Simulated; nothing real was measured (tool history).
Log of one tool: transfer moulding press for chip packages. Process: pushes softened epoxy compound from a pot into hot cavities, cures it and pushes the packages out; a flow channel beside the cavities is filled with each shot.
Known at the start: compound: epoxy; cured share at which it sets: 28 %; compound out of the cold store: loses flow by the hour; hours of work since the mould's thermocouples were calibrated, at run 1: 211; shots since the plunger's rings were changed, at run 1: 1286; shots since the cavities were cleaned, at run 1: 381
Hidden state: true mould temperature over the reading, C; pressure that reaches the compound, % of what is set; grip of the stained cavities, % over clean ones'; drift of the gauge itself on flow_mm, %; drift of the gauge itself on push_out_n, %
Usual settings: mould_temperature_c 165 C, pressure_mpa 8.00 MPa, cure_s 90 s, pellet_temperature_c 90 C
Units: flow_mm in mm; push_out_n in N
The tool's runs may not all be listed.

| run | hour | mould_temperature_c | pressure_mpa | cure_s | pellet_temperature_c | hours of work since the mould's thermocouples were calibrated | shots since the plunger's rings were changed | shots since the cavities were cleaned | incoming compound's hours out of the cold store | flow_mm | push_out_n |
|---|---|---|---|---|---|---|---|---|---|---|---|
| 1 | 0.0 | 165 | 8.00 | 90 | 90 | 211 | 1286 | 381 | 31.3 | 745 | 366 |
| 2 | 7.9 | 165 | 8.00 | 90 | 90 | 216 | 1400 | 495 | 31.3 | 746 | 397 |
| 3 | 22.1 | 165 | 8.00 | 90 | 90 | 225 | 1603 | 698 | 33.0 | 729 | 408 |
|  | 25.5 | cavities cleaned with cleaning compound and waxed |
| 4 | 36.6 | 165 | 8.00 | 90 | 90 | 234 | 1791 | 160 | 44.0 | 700 | 308 |
| 5 | 50.6 | 165 | 7.73 | 90 | 90 | 243 | 1991 | 360 | 44.6 | 683 | 352 |
| 6 | 66.3 | 165 | 8.00 | 90 | 90 | 254 | 2217 | 586 | 36.2 | 718 | 346 |
|  | 77.5 | cavities cleaned with cleaning compound and waxed |
| 7 | 83.4 | 171 | 8.00 | 90 | 90 | 264 | 2441 | 84 | 42.1 | 682 | 244 |
| 8 | 91.9 | 165 | 8.00 | 90 | 90 | 270 | 2563 | 206 | 20.5 | 778 | 323 |
| 9 | 102.6 | 165 | 8.00 | 90 | 90 | 277 | 2717 | 360 | 39.0 | 705 | 355 |
| 10 | 117.5 | 165 | 8.00 | 90 | 90 | 287 | 2931 | 574 | 37.1 | 713 | 399 |
|  | 130.7 | cavities cleaned with cleaning compound and waxed |
| 11 | 133.4 | 165 | 8.00 | 90 | 90 | 296 | 3138 | 38 | 47.5 | 675 | 262 |
| 12 | 141.2 | 165 | 8.00 | 90 | 90 | 302 | 3251 | 151 | 13.1 | 808 | 313 |
| 13 | 157.8 | 165 | 8.00 | 100 | 90 | 313 | 3489 | 389 | 35.7 | 705 | 329 |
| 14 | 168.0 | 165 | 8.00 | 100 | 90 | 319 | 3636 | 536 | 9.6 | 810 | 348 |
| 15 | 177.8 | 165 | 8.00 | 100 | 90 | 326 | 3777 | 677 | 38.7 | 701 | 362 |
|  | 183.4 | cavities cleaned with cleaning compound and waxed |
|  | 191.2 | plunger's sealing rings changed |
| 16 | 193.1 | 165 | 8.00 | 92 | 90 | 333 | 27 | 102 | 41.9 | 716 | 287 |
| 17 | 206.6 | 172 | 8.00 | 90 | 90 | 342 | 222 | 297 | 46.3 | 682 | 299 |
| 18 | 218.6 | 171 | 8.00 | 87 | 87 | 350 | 394 | 469 | 41.5 | 701 | 333 |
| 19 | 229.1 | 171 | 8.00 | 87 | 87 | 357 | 545 | 620 | 41.9 | 689 | 349 |
|  | 238.5 | cavities cleaned with cleaning compound and waxed |
| 20 | 244.6 | 171 | 8.00 | 87 | 87 | 367 | 746 | 88 | 9.4 | 823 | 253 |
| 21 | 252.4 | 171 | 8.00 | 73 | 88 | 372 | 858 | 200 | 16.4 | 785 | 335 |
| 22 | 259.8 | 171 | 8.00 | 73 | 88 | 377 | 965 | 307 | 41.2 | 696 | 334 |
| 23 | 273.9 | 171 | 9.86 | 73 | 88 | 386 | 1167 | 509 | 31.7 | 806 | 379 |
|  | 291.9 | cavities cleaned with cleaning compound and waxed |
| 24 | 292.1 | 165 | 7.82 | 82 | 90 | 397 | 1407 | 2 | 20.3 | 779 | 281 |
| 25 | 307.0 | 158 | 6.64 | 82 | 92 | 407 | 1622 | 217 | 18.2 | 755 | 619 |
| 26 | 321.7 | 158 | 6.64 | 82 | 92 | 417 | 1832 | 427 | 27.6 | 715 | 671 |
| 27 | 332.3 | 163 | 7.63 | 90 | 90 | 424 | 1986 | 581 | 40.5 | 697 | 428 |

The same runs without the tool's hidden state, with the same run-to-run variation:
| run | flow_mm | push_out_n |
|---|---|---|
| 1 | 756 | 253 |
| 2 | 758 | 263 |
| 3 | 742 | 255 |
| 4 | 714 | 253 |
| 5 | 698 | 252 |
| 6 | 736 | 223 |
| 7 | 701 | 217 |
| 8 | 800 | 253 |
| 9 | 726 | 251 |
| 10 | 736 | 258 |
| 11 | 698 | 243 |
| 12 | 837 | 255 |
| 13 | 732 | 231 |
| 14 | 842 | 228 |
| 15 | 730 | 228 |
| 16 | 717 | 249 |
| 17 | 684 | 218 |
| 18 | 705 | 226 |
| 19 | 694 | 222 |
| 20 | 831 | 224 |
| 21 | 793 | 268 |
| 22 | 703 | 245 |
| 23 | 817 | 254 |
| 24 | 792 | 275 |
| 25 | 768 | 483 |
| 26 | 729 | 463 |
| 27 | 711 | 278 |

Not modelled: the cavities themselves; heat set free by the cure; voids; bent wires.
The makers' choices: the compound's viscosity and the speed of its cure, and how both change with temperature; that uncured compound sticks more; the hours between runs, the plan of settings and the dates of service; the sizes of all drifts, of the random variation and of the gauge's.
